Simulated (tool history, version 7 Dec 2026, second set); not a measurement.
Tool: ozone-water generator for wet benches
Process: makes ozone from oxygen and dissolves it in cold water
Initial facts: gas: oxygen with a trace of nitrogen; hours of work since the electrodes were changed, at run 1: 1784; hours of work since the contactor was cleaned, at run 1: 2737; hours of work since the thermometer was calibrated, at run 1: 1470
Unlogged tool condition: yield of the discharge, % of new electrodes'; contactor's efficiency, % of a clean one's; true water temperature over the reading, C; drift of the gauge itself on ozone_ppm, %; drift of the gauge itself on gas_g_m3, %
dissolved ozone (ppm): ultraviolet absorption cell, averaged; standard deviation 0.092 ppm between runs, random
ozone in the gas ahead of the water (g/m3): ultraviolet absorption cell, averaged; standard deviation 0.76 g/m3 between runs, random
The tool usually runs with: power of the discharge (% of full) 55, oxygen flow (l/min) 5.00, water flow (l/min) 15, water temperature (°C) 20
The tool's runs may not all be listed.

| run | hour | power of the discharge (% of full) | oxygen flow (l/min) | water flow (l/min) | water temperature (°C) | hours of work since the electrodes were changed | hours of work since the contactor was cleaned | hours of work since the thermometer was calibrated | dissolved ozone (ppm) | ozone in the gas ahead of the water (g/m3) |
|---|---|---|---|---|---|---|---|---|---|---|
| 1 | 0.0 | 55 | 5.00 | 15 | 20 | 1784 | 2737 | 1470 | 9.81 | 113.7 |
| 2 | 76.0 | 55 | 5.00 | 15 | 20 | 1858 | 2811 | 1544 | 9.86 | 114.6 |
| 3 | 170.8 | 55 | 5.00 | 15 | 20 | 1951 | 2903 | 1637 | 9.85 | 113.7 |
| 4 | 247.7 | 55 | 5.00 | 13 | 20 | 2026 | 2978 | 1711 | 11.03 | 114.0 |
| 5 | 325.4 | 55 | 5.00 | 15 | 20 | 2101 | 3054 | 1787 | 9.88 | 114.2 |
| 6 | 381.0 | 55 | 5.00 | 15 | 20 | 2156 | 3108 | 1841 | 9.87 | 113.5 |
| 7 | 473.2 | 55 | 5.00 | 15 | 20 | 2245 | 3198 | 1931 | 9.96 | 111.8 |
| 8 | 555.9 | 55 | 5.00 | 15 | 20 | 2326 | 3278 | 2012 | 9.71 | 113.3 |
| 9 | 674.2 | 55 | 5.00 | 13 | 20 | 2441 | 3393 | 2127 | 10.91 | 112.0 |
| 10 | 770.0 | 67 | 6.43 | 17 | 16 | 2535 | 3487 | 2220 | 10.91 | 114.6 |
| 11 | 888.0 | 78 | 6.43 | 17 | 27 | 2650 | 3602 | 2335 | 10.36 | 132.0 |
| 12 | 974.7 | 78 | 6.43 | 17 | 27 | 2734 | 3686 | 2420 | 10.45 | 130.7 |

Estimate the outcome of run 13 from the log above:
| 13 | 1051.3 | 78 | 6.43 | 17 | 27 | 2809 | 3761 | 2494 | ? | ? |

dissolved ozone (ppm): 10.47
ozone in the gas ahead of the water (g/m3): 131.6
With no hidden state in the tool, this same run would have given dissolved ozone (ppm) 10.49, ozone in the gas ahead of the water (g/m3) 131.8.
